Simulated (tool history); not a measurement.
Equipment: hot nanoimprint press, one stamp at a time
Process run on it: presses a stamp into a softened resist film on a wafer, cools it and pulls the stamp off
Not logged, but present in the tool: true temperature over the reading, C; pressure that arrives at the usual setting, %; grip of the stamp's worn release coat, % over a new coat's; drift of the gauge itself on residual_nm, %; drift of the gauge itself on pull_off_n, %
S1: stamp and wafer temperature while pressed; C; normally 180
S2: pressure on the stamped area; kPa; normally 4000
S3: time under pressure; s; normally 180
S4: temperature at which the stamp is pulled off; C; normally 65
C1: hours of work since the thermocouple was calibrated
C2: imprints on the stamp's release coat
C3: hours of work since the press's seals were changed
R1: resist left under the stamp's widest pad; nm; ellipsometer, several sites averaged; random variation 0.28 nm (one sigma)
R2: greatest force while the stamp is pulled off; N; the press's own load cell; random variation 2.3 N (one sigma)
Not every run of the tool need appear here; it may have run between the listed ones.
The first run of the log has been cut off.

run	hour	S1	S2	S3	S4	C1	C2	C3	R1	R2
2	13.1	189	4000	180	65	143	760	10	89.8	179
3	23.3	189	4000	180	65	149	785	16	90.6	174
4	32.0	180	4000	180	65	154	807	21	119.2	175
5	47.4	180	4000	180	65	164	846	30	119.2	173
6	59.0	180	4000	180	69	171	874	37	119.3	167
7	68.1	180	4090	180	65	176	897	43	118.1	178
8	83.4	180	4000	180	65	185	936	52	119.2	177
9	96.2	180	4000	180	65	193	967	60	119.1	178
10	107.7	180	4000	180	65	200	996	66	119.4	181
# hour 112.1: plate thermocouple calibrated
11	119.1	180	4000	180	65	4	1017	72	118.7	183
12	135.9	180	4000	180	65	14	1059	82	117.9	181
# hour 151.0: plate thermocouple calibrated, once more
13	154.3	180	4000	180	65	2	1097	91	120.7	181
14	167.2	180	4000	180	65	10	1130	98	120.2	183
15	176.0	180	3190	180	65	15	1152	104	133.5	185
16	184.7	180	3190	180	65	20	1173	109	132.8	183
17	199.7	174	3190	180	65	29	1211	118	157.4	185

The next listed run, before its measurement:
18	215.2	191	3190	180	60	38	1249	127	?	?

{"run 18": {"R1": 95.7, "R2": 192}}
If the tool had no hidden condition, the same run with the same run-to-run variation would have returned R1 96.3 nm, R2 167 N.
